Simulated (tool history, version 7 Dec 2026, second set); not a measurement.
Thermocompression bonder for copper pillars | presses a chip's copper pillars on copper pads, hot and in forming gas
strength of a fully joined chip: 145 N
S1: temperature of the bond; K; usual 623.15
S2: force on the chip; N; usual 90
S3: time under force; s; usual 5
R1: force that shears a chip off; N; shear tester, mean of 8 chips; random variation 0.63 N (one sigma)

Run 1, day 0.000: usual settings. Result: R1 64.0 N.
Run 2, day 0.512: usual settings. Result: R1 63.4 N.
Run 3, day 0.925: usual settings. Result: R1 63.1 N.
At day 1.250: forming gas filter changed.
Run 4, day 1.404: usual settings. Result: R1 66.0 N.
Run 5, day 1.817: usual settings. Result: R1 66.1 N.
Run 6, day 2.096: usual settings. Result: R1 65.6 N.
Run 7, day 2.521: usual settings. Result: R1 65.3 N.
Run 8, day 2.875: usual settings. Result: R1 66.8 N.
Run 9, day 3.138: usual settings. Result: R1 65.7 N.
Run 10, day 3.638: usual settings. Result: R1 67.0 N.
Run 11, day 4.125: usual settings but S2 93 N. Result: R1 67.7 N.
Run 12, day 4.646: usual settings but S2 107 N. Result: R1 73.7 N.
Run 13, day 5.104: usual settings but S1 643.15 K, S2 107 N. Result: R1 84.8 N.
Run 14, day 5.496: usual settings but S1 643.15 K, S2 107 N. Result: R1 85.2 N.
Run 15, day 5.917: usual settings but S1 643.15 K, S2 107 N. Result: R1 85.2 N.
Run 16, day 6.438: usual settings but S1 643.15 K, S2 107 N. Result: R1 83.4 N.
Run 17, day 6.692: usual settings. Result: R1 65.2 N.
Run 18, day 7.150: usual settings but S1 599.15 K, S2 123 N, S3 12 s. Result: R1 87.9 N.
Run 19, day 7.588: usual settings but S1 599.15 K, S2 123 N, S3 12 s. Result: R1 87.8 N.
Run 20, day 7.992: usual settings but S1 599.15 K, S2 123 N, S3 12 s. Result: R1 87.9 N.
Run 21, day 8.271: usual settings but S1 599.15 K, S2 123 N, S3 12 s. Result: R1 86.6 N.
At day 8.371: force cell calibrated.
Run 22, day 8.821: usual settings but S1 599.15 K, S2 123 N, S3 12 s. Result: R1 85.8 N.
Run 23, day 9.338: usual settings but S1 599.15 K, S2 123 N, S3 12 s. Result: R1 87.2 N.
Run 24, day 9.771: usual settings but S1 610.15 K, S2 68 N, S3 4 s. Result: R1 41.7 N.
Run 25, day 10.029: usual settings but S1 594.15 K, S2 118 N, S3 3 s. Result: R1 50.7 N.
At day 10.338: heater calibrated with a thermocouple chip.
Run 26, day 10.338: usual settings but S1 631.15 K, S3 10 s. Result: R1 77.8 N.
Run 27, day 10.604: usual settings but S1 631.15 K, S3 10 s. Result: R1 78.6 N.
At day 10.942: force cell calibrated, once more.
Run 28, day 10.992: usual settings but S1 631.15 K, S3 10 s. Result: R1 79.6 N.
At day 11.171: forming gas filter changed.
Run 29, day 11.500: usual settings but S1 627.15 K, S2 62 N, S3 12 s. Result: R1 65.0 N.
Run 30, day 11.925: usual settings but S1 627.15 K, S2 62 N, S3 12 s. Result: R1 66.6 N.
Run 31, day 12.238: usual settings but S1 643.15 K, S3 4 s. Result: R1 66.2 N.
Run 32, day 12.704: usual settings but S3 12 s. Result: R1 82.1 N.
Run 33, day 12.933: usual settings but S1 619.15 K, S2 64 N. Result: R1 45.5 N.

4 ways to go on from here, each from the tool as it stands after run 33. What would each give?
Run A, day 13.188: usual settings but S1 634.15 K, S2 104 N, S3 11 s. Result: R1 ?.
Run B, day 13.188: usual settings but S1 619.15 K, S2 64 N. Result: R1 ?.
Run C, day 13.188: usual settings but S2 92 N, S3 9 s. Result: R1 ?.
Run D, day 13.188: usual settings but S1 619.15 K, S2 64 N, S3 9 s. Result: R1 ?.

run    R1
  A  93.8
  B  44.2
  C  76.2
  D  57.0
Without the tool's hidden state the same runs would have given:
run    R1
  A  94.9
  B  44.7
  C  77.0
  D  57.5
